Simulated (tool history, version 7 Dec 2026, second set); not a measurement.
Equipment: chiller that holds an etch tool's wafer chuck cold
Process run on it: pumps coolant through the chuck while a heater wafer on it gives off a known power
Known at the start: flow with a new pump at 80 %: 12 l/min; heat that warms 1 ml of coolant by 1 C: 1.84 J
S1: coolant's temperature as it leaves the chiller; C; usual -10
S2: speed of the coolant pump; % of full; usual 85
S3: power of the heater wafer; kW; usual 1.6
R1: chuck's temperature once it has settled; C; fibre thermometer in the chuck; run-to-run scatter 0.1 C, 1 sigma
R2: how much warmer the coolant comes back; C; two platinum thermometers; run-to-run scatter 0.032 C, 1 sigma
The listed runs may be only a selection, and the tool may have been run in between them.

run	hour	S1	S2	S3	R1	R2
1	0	-10	85	1.6	8.3	4.09
2	95.1	-10	85	0.978	1.4	2.49
3	191.6	-10	85	1.6	8.4	4.14
4	234.1	-10	88	1.6	8.1	3.97
5	324.3	-10	88	1.6	8	4.01
6	371.5	-10	88	1.6	8	3.94
7	437.5	-10	88	1.6	8.1	3.96
8	534.6	-10	88	1.6	8	3.95
9	586.2	-10	85	1.6	8.6	4.1
10	638.1	-11	85	0.991	0.3	2.5
11	737	-4	71	0.889	7.4	2.73
# hour 784.2: chiller's thermometer calibrated
12	788.2	-4	71	0.889	7.5	2.73
13	839.6	-16	62	1.143	-0.1	3.98
14	889.5	0	75	0.86	10.8	2.49
15	972.1	-10	85	2.298	16.6	5.84
# hour 995.3: coolant changed, channels flushed
16	1068.9	-6	73	2.268	22.6	6.7
17	1129.1	-10	61	1.6	12.6	5.74
18	1185	0	91	1.059	11.6	2.53

Each row is a separate what-if for the run after 18, all from the same tool condition, not one after another. Results?
A	1261.3	-1	61	0.858	?	?
B	1261.3	-3	93	0.867	?	?
C	1261.3	0	91	0.89	?	?
D	1261.3	-3	89	1.059	?	?

run	R1	R2
A	11.1	3.01
B	6.5	2.07
C	9.8	2.13
D	8.8	2.63
The same runs, with their run-to-run variation unchanged, on a tool lacking any hidden condition would have given:
run	R1	R2
A	11.1	3.01
B	6.5	2.07
C	9.8	2.13
D	8.8	2.63

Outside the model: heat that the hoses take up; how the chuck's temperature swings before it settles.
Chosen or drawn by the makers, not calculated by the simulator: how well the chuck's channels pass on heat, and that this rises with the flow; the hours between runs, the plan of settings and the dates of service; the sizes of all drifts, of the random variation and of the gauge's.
